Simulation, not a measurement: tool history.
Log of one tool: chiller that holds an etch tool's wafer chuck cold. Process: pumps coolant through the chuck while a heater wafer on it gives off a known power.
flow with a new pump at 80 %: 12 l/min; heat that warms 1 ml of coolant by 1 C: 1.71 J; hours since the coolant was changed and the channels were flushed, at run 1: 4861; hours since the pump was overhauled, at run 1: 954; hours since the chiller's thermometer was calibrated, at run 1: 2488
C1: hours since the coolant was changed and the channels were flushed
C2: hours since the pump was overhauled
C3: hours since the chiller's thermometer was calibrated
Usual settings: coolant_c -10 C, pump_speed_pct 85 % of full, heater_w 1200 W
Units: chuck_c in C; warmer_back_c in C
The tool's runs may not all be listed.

run 1 hour=0 | coolant_c=-10 pump_speed_pct=85 heater_w=1200 | C1=4861 C2=954 C3=2488 | chuck_c=-2.2 warmer_back_c=3.35
run 2 hour=28.1 | coolant_c=-10 pump_speed_pct=85 heater_w=1200 | C1=4889 C2=982 C3=2516 | chuck_c=-2 warmer_back_c=3.28
run 3 hour=70.8 | coolant_c=-10 pump_speed_pct=85 heater_w=1200 | C1=4932 C2=1025 C3=2559 | chuck_c=-2.5 warmer_back_c=3.33
run 4 hour=129.9 | coolant_c=-10 pump_speed_pct=85 heater_w=1200 | C1=4991 C2=1084 C3=2618 | chuck_c=-2.1 warmer_back_c=3.3
run 5 hour=161.1 | coolant_c=-10 pump_speed_pct=85 heater_w=1200 | C1=5022 C2=1115 C3=2649 | chuck_c=-2.3 warmer_back_c=3.34
run 6 hour=201.3 | coolant_c=-10 pump_speed_pct=85 heater_w=1200 | C1=5062 C2=1155 C3=2690 | chuck_c=-2.5 warmer_back_c=3.32
run 7 hour=258.8 | coolant_c=-10 pump_speed_pct=85 heater_w=1200 | C1=5120 C2=1213 C3=2747 | chuck_c=-2 warmer_back_c=3.32
run 8 hour=289.3 | coolant_c=-10 pump_speed_pct=85 heater_w=1461 | C1=5150 C2=1243 C3=2778 | chuck_c=-0.4 warmer_back_c=4.07
run 9 hour=343.7 | coolant_c=-10 pump_speed_pct=85 heater_w=1461 | C1=5205 C2=1297 C3=2832 | chuck_c=-0.4 warmer_back_c=4.06
run 10 hour=389.3 | coolant_c=-10 pump_speed_pct=85 heater_w=1461 | C1=5250 C2=1343 C3=2878 | chuck_c=-0.5 warmer_back_c=4.04
run 11 hour=430.8 | coolant_c=-14 pump_speed_pct=70 heater_w=777 | C1=5292 C2=1385 C3=2919 | chuck_c=-8 warmer_back_c=2.57
run 12 hour=479.7 | coolant_c=0 pump_speed_pct=85 heater_w=879 | C1=5341 C2=1433 C3=2968 | chuck_c=5.8 warmer_back_c=2.49
run 13 hour=507.1 | coolant_c=0 pump_speed_pct=85 heater_w=879 | C1=5368 C2=1461 C3=2995 | chuck_c=5.5 warmer_back_c=2.4
run 14 hour=555 | coolant_c=0 pump_speed_pct=85 heater_w=879 | C1=5416 C2=1509 C3=3043 | chuck_c=5.7 warmer_back_c=2.47
run 15 hour=610.2 | coolant_c=-9 pump_speed_pct=92 heater_w=1429 | C1=5471 C2=1564 C3=3099 | chuck_c=-0.3 warmer_back_c=3.64
run 16 hour=672.5 | coolant_c=-2 pump_speed_pct=70 heater_w=1200 | C1=5533 C2=1626 C3=3161 | chuck_c=7.3 warmer_back_c=3.96
run 17 hour=739 | coolant_c=-1 pump_speed_pct=70 heater_w=775 | C1=5600 C2=1693 C3=3227 | chuck_c=5 warmer_back_c=2.62
run 18 hour=778.7 | coolant_c=-1 pump_speed_pct=70 heater_w=775 | C1=5640 C2=1732 C3=3267 | chuck_c=4.9 warmer_back_c=2.59

Run 19 comes next. What will it give?
run 19 hour=822.4 | coolant_c=-19 pump_speed_pct=66 heater_w=1401 | C1=5683 C2=1776 C3=3311 | chuck_c=? warmer_back_c=?

chuck_c: -7.6 C
warmer_back_c: 5.01 C
Without the tool's hidden state the same run would have given chuck_c -7.7 C, warmer_back_c 5 C.

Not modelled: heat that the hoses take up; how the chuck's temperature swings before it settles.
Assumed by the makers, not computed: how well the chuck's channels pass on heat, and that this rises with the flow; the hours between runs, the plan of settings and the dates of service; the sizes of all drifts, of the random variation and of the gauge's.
